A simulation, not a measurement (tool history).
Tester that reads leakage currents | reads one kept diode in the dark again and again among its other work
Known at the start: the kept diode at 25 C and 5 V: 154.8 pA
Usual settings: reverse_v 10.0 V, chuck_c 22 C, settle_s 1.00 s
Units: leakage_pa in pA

run 1 hour=0.0 | reverse_v=10.0 chuck_c=22 settle_s=1.00 | leakage_pa=174.21
-- hour=23.3 tester calibrated
run 2 hour=147.7 | reverse_v=10.0 chuck_c=22 settle_s=1.00 | leakage_pa=181.60
run 3 hour=283.0 | reverse_v=10.0 chuck_c=30 settle_s=1.00 | leakage_pa=343.20
run 4 hour=381.8 | reverse_v=10.0 chuck_c=30 settle_s=1.00 | leakage_pa=347.17
run 5 hour=546.9 | reverse_v=10.0 chuck_c=30 settle_s=1.00 | leakage_pa=349.14
run 6 hour=629.6 | reverse_v=10.0 chuck_c=59 settle_s=1.00 | leakage_pa=2788.38
run 7 hour=715.1 | reverse_v=10.0 chuck_c=22 settle_s=1.00 | leakage_pa=187.70
-- hour=729.7 probe card cleaned and baked
-- hour=808.2 chuck's temperature calibrated
run 8 hour=811.7 | reverse_v=10.0 chuck_c=22 settle_s=1.00 | leakage_pa=187.36
run 9 hour=984.8 | reverse_v=10.0 chuck_c=22 settle_s=1.00 | leakage_pa=187.69
run 10 hour=1076.3 | reverse_v=3.0 chuck_c=30 settle_s=1.00 | leakage_pa=180.68
run 11 hour=1207.9 | reverse_v=4.3 chuck_c=44 settle_s=0.84 | leakage_pa=632.77
run 12 hour=1332.7 | reverse_v=4.3 chuck_c=55 settle_s=0.84 | leakage_pa=1364.94
run 13 hour=1452.2 | reverse_v=1.1 chuck_c=22 settle_s=1.50 | leakage_pa=55.55
run 14 hour=1538.4 | reverse_v=9.3 chuck_c=22 settle_s=0.64 | leakage_pa=189.92
-- hour=1604.4 chuck's temperature calibrated
run 15 hour=1706.4 | reverse_v=9.3 chuck_c=22 settle_s=0.64 | leakage_pa=178.00
-- hour=1749.7 probe card cleaned and baked, once more
run 16 hour=1858.5 | reverse_v=10.1 chuck_c=51 settle_s=0.31 | leakage_pa=1595.92
run 17 hour=1992.6 | reverse_v=6.9 chuck_c=23 settle_s=3.76 | leakage_pa=156.05
run 18 hour=2133.8 | reverse_v=6.9 chuck_c=23 settle_s=3.76 | leakage_pa=157.02

Forecast each of these 5 alternatives for the next run:
run A hour=2223.7 | reverse_v=6.6 chuck_c=22 settle_s=2.68 | leakage_pa=?
run B hour=2223.7 | reverse_v=14.9 chuck_c=23 settle_s=3.76 | leakage_pa=?
run C hour=2223.7 | reverse_v=4.3 chuck_c=23 settle_s=1.82 | leakage_pa=?
run D hour=2223.7 | reverse_v=4.6 chuck_c=56 settle_s=3.76 | leakage_pa=?
run E hour=2223.7 | reverse_v=1.1 chuck_c=39 settle_s=3.76 | leakage_pa=?

run=A leakage_pa=142.85
run=B leakage_pa=243.97
run=C leakage_pa=122.16
run=D leakage_pa=1471.14
run=E leakage_pa=200.41
Without the tool's hidden state the same runs would have given:
run=A leakage_pa=141.78
run=B leakage_pa=241.82
run=C leakage_pa=121.38
run=D leakage_pa=1470.82
run=E leakage_pa=200.02

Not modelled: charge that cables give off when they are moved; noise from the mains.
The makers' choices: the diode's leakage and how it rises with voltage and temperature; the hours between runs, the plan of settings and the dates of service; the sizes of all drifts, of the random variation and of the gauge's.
